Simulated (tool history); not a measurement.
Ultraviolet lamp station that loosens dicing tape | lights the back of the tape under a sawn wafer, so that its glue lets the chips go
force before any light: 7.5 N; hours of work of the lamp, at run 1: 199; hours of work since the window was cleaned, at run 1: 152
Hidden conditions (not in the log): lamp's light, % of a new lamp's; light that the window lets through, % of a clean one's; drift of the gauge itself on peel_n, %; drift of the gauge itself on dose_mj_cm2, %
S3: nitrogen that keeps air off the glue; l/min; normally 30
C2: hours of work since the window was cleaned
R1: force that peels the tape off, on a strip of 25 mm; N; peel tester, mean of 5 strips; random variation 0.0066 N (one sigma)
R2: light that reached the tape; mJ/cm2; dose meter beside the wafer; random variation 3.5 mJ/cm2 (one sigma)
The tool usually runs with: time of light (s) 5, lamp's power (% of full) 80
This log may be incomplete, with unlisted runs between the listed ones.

Run 1, hour 0: usual settings; hours of work of the lamp 199; C2 152. Result: R1 0.24 N, R2 517 mJ/cm2.
Run 2, hour 6.4: usual settings; hours of work of the lamp 203; C2 155. Result: R1 0.262 N, R2 513 mJ/cm2.
Run 3, hour 13.6: usual settings; hours of work of the lamp 207; C2 159. Result: R1 0.261 N, R2 513 mJ/cm2.
Run 4, hour 22: usual settings; hours of work of the lamp 212; C2 164. Result: R1 0.253 N, R2 510 mJ/cm2.
Run 5, hour 30: usual settings but S3 16 l/min; hours of work of the lamp 217; C2 169. Result: R1 0.364 N, R2 511 mJ/cm2.
Run 6, hour 34.6: usual settings but S3 16 l/min; hours of work of the lamp 219; C2 171. Result: R1 0.371 N, R2 513 mJ/cm2.
Run 7, hour 42.4: usual settings but S3 31 l/min; hours of work of the lamp 224; C2 176. Result: R1 0.246 N, R2 511 mJ/cm2.
Run 8, hour 46.7: usual settings but S3 31 l/min; hours of work of the lamp 226; C2 178. Result: R1 0.253 N, R2 516 mJ/cm2.
Run 9, hour 53.5: usual settings but S3 16 l/min; hours of work of the lamp 230; C2 182. Result: R1 0.385 N, R2 508 mJ/cm2.
Run 10, hour 59.8: usual settings but S3 24 l/min; hours of work of the lamp 234; C2 186. Result: R1 0.28 N, R2 504 mJ/cm2.
Run 11, hour 69.3: usual settings but S3 24 l/min; hours of work of the lamp 239; C2 191. Result: R1 0.308 N, R2 507 mJ/cm2.
Run 12, hour 79.5: usual settings but time of light (s) 8, S3 24 l/min; hours of work of the lamp 245; C2 197. Result: R1 0.145 N, R2 805 mJ/cm2.
Run 13, hour 85.9: usual settings but time of light (s) 8, S3 24 l/min; hours of work of the lamp 249; C2 201. Result: R1 0.156 N, R2 817 mJ/cm2.
Run 14, hour 94.4: usual settings but time of light (s) 8, S3 24 l/min; hours of work of the lamp 253; C2 206. Result: R1 0.159 N, R2 808 mJ/cm2.
Run 15, hour 101.3: usual settings but time of light (s) 8, S3 24 l/min; hours of work of the lamp 257; C2 210. Result: R1 0.147 N, R2 804 mJ/cm2.
Run 16, hour 110.3: usual settings but time of light (s) 8, S3 24 l/min; hours of work of the lamp 263; C2 215. Result: R1 0.156 N, R2 798 mJ/cm2.
Run 17, hour 117.1: usual settings; hours of work of the lamp 266; C2 219. Result: R1 0.269 N, R2 496 mJ/cm2.
Run 18, hour 124: usual settings but S3 23 l/min; hours of work of the lamp 270; C2 223. Result: R1 0.316 N, R2 498 mJ/cm2.
Run 19, hour 128.8: usual settings but S3 23 l/min; hours of work of the lamp 273; C2 225. Result: R1 0.296 N, R2 500 mJ/cm2.
Run 20, hour 139.1: usual settings but S3 23 l/min; hours of work of the lamp 279; C2 231. Result: R1 0.315 N, R2 497 mJ/cm2.
Run 21, hour 144.2: usual settings but time of light (s) 3; hours of work of the lamp 282; C2 234. Result: R1 0.801 N, R2 300 mJ/cm2.
Run 22, hour 153: usual settings but lamp's power (% of full) 71; hours of work of the lamp 287; C2 239. Result: R1 0.343 N, R2 439 mJ/cm2.
Run 23, hour 163: usual settings but lamp's power (% of full) 71; hours of work of the lamp 293; C2 245. Result: R1 0.36 N, R2 442 mJ/cm2.
Run 24, hour 172.7: usual settings but time of light (s) 4, lamp's power (% of full) 67, S3 25 l/min; hours of work of the lamp 298; C2 250. Result: R1 0.739 N, R2 331 mJ/cm2.
Run 25, hour 179.6: usual settings but time of light (s) 4, lamp's power (% of full) 67, S3 25 l/min; hours of work of the lamp 302; C2 254. Result: R1 0.697 N, R2 334 mJ/cm2.
Run 26, hour 186.6: usual settings but time of light (s) 4, lamp's power (% of full) 67, S3 25 l/min; hours of work of the lamp 306; C2 258. Result: R1 0.734 N, R2 331 mJ/cm2.
Run 27, hour 193.2: usual settings but time of light (s) 3, lamp's power (% of full) 84, S3 32 l/min; hours of work of the lamp 310; C2 262. Result: R1 0.735 N, R2 307 mJ/cm2.
Run 28, hour 199.2: usual settings but time of light (s) 3, lamp's power (% of full) 84, S3 32 l/min; hours of work of the lamp 313; C2 266. Result: R1 0.731 N, R2 309 mJ/cm2.
Run 29, hour 206.5: usual settings but time of light (s) 4, lamp's power (% of full) 79, S3 25 l/min; hours of work of the lamp 318; C2 270. Result: R1 0.494 N, R2 382 mJ/cm2.
Run 30, hour 215.7: usual settings but time of light (s) 4; hours of work of the lamp 323; C2 275. Result: R1 0.472 N, R2 389 mJ/cm2.
Run 31, hour 219.9: usual settings but time of light (s) 4; hours of work of the lamp 325; C2 277. Result: R1 0.452 N, R2 388 mJ/cm2.
Run 32, hour 229.8: usual settings but time of light (s) 8, lamp's power (% of full) 98, S3 45 l/min; hours of work of the lamp 331; C2 283. Result: R1 0.146 N, R2 954 mJ/cm2.
Run 33, hour 234.2: usual settings but time of light (s) 3, lamp's power (% of full) 97, S3 45 l/min; hours of work of the lamp 333; C2 286. Result: R1 0.468 N, R2 353 mJ/cm2.
Run 34, hour 243.6: usual settings but time of light (s) 3, lamp's power (% of full) 97, S3 45 l/min; hours of work of the lamp 339; C2 291. Result: R1 0.479 N, R2 351 mJ/cm2.
Run 35, hour 251: usual settings but time of light (s) 3, lamp's power (% of full) 100, S3 31 l/min; hours of work of the lamp 343; C2 295. Result: R1 0.516 N, R2 364 mJ/cm2.
Run 36, hour 256.2: usual settings but time of light (s) 3, lamp's power (% of full) 100, S3 31 l/min; hours of work of the lamp 346; C2 298. Result: R1 0.518 N, R2 361 mJ/cm2.
Run 37, hour 264.5: usual settings but lamp's power (% of full) 96; hours of work of the lamp 351; C2 303. Result: R1 0.22 N, R2 574 mJ/cm2.
Run 38, hour 269.2: usual settings but time of light (s) 7, lamp's power (% of full) 84, S3 29 l/min; hours of work of the lamp 353; C2 306. Result: R1 0.166 N, R2 703 mJ/cm2.
Run 39, hour 278: usual settings but time of light (s) 7, lamp's power (% of full) 84, S3 29 l/min; hours of work of the lamp 358; C2 311. Result: R1 0.173 N, R2 698 mJ/cm2.
Run 40, hour 286.6: usual settings but lamp's power (% of full) 79; hours of work of the lamp 363; C2 316. Result: R1 0.305 N, R2 475 mJ/cm2.
Run 41, hour 294.8: usual settings but lamp's power (% of full) 79; hours of work of the lamp 368; C2 320. Result: R1 0.289 N, R2 470 mJ/cm2.
Run 42, hour 302.4: usual settings but lamp's power (% of full) 95; hours of work of the lamp 372; C2 325. Result: R1 0.207 N, R2 565 mJ/cm2.
Run 43, hour 310: usual settings but lamp's power (% of full) 95; hours of work of the lamp 377; C2 329. Result: R1 0.212 N, R2 570 mJ/cm2.

Branching from run 43: 3 alternative next runs. What would each branch give?
Run A, hour 318.3: usual settings but lamp's power (% of full) 78, S3 14 l/min; hours of work of the lamp 382; C2 334. Result: R1 ?, R2 ?.
Run B, hour 318.3: usual settings but time of light (s) 3; hours of work of the lamp 382; C2 334. Result: R1 ?, R2 ?.
Run C, hour 318.3: usual settings but time of light (s) 3, lamp's power (% of full) 70, S3 36 l/min; hours of work of the lamp 382; C2 334. Result: R1 ?, R2 ?.

run     R1   R2
  A  0.496  458
  B  0.887  283
  C  1.049  255
Take away the tool's hidden state, keep each run's random variation, and the runs would have read:
run     R1   R2
  A  0.335  550
  B  0.612  339
  C  0.739  304
